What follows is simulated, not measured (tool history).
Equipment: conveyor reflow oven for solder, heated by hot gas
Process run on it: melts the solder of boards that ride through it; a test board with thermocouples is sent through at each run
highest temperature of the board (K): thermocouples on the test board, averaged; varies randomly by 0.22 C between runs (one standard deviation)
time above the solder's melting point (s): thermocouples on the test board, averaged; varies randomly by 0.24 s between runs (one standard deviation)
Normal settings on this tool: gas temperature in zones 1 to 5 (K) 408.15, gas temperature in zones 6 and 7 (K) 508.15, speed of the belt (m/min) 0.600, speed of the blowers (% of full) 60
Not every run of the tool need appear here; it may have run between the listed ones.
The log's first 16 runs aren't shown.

| run | hour | gas temperature in zones 1 to 5 (K) | gas temperature in zones 6 and 7 (K) | speed of the belt (m/min) | speed of the blowers (% of full) | hours of work since the flux was cleaned out | hours of work since the belt drive was overhauled | hours of work since the thermocouples were changed | highest temperature of the board (K) | time above the solder's melting point (s) |
|---|---|---|---|---|---|---|---|---|---|---|
| 17 | 210.9 | 408.15 | 507.15 | 0.600 | 76 | 31 | 357 | 41 | 486.95 | 54.7 |
| 18 | 219.6 | 408.15 | 508.15 | 0.541 | 60 | 37 | 363 | 47 | 487.15 | 61.4 |
| 19 | 228.5 | 408.15 | 518.15 | 0.498 | 60 | 44 | 370 | 54 | 498.55 | 79.0 |
|  | 240.1 | flux residue cleaned out of gas plates and filters, once more |
| 20 | 251.2 | 406.15 | 519.15 | 0.603 | 63 | 8 | 382 | 66 | 495.15 | 61.0 |
| 21 | 267.2 | 421.15 | 514.15 | 0.620 | 60 | 19 | 394 | 78 | 492.25 | 62.6 |
| 22 | 276.2 | 394.15 | 522.15 | 0.614 | 80 | 26 | 400 | 84 | 499.55 | 60.0 |
| 23 | 285.4 | 393.15 | 508.15 | 0.623 | 61 | 32 | 407 | 91 | 480.35 | 41.3 |
| 24 | 297.2 | 408.15 | 508.15 | 0.600 | 87 | 41 | 415 | 99 | 492.45 | 60.5 |
| 25 | 308.1 | 417.15 | 500.15 | 0.604 | 60 | 49 | 423 | 107 | 480.65 | 51.3 |
| 26 | 323.8 | 417.15 | 500.15 | 0.525 | 60 | 60 | 434 | 118 | 484.65 | 66.2 |
| 27 | 338.2 | 417.15 | 500.15 | 0.525 | 60 | 70 | 444 | 128 | 484.85 | 66.3 |
| 28 | 350.6 | 398.15 | 508.15 | 0.600 | 69 | 79 | 453 | 137 | 485.45 | 50.2 |
| 29 | 364.5 | 398.15 | 508.15 | 0.600 | 69 | 89 | 463 | 147 | 485.55 | 50.4 |
| 30 | 380.8 | 398.15 | 508.15 | 0.600 | 69 | 100 | 475 | 159 | 485.25 | 50.4 |

Branching from run 30: 3 alternative next runs. What would each branch give?
| A | 397.2 | 398.15 | 508.15 | 0.682 | 69 | 112 | 486 | 170 | ? | ? |
| B | 397.2 | 398.15 | 496.15 | 0.600 | 67 | 112 | 486 | 170 | ? | ? |
| C | 397.2 | 408.15 | 498.15 | 0.600 | 50 | 112 | 486 | 170 | ? | ? |

| run | highest temperature of the board (K) | time above the solder's melting point (s) |
|---|---|---|
| A | 479.45 | 37.7 |
| B | 474.35 | 38.2 |
| C | 472.95 | 36.6 |
With no hidden state in the tool, these same runs would have given:
| run | highest temperature of the board (K) | time above the solder's melting point (s) |
|---|---|---|
| A | 480.55 | 38.8 |
| B | 475.05 | 39.3 |
| C | 473.35 | 37.2 |
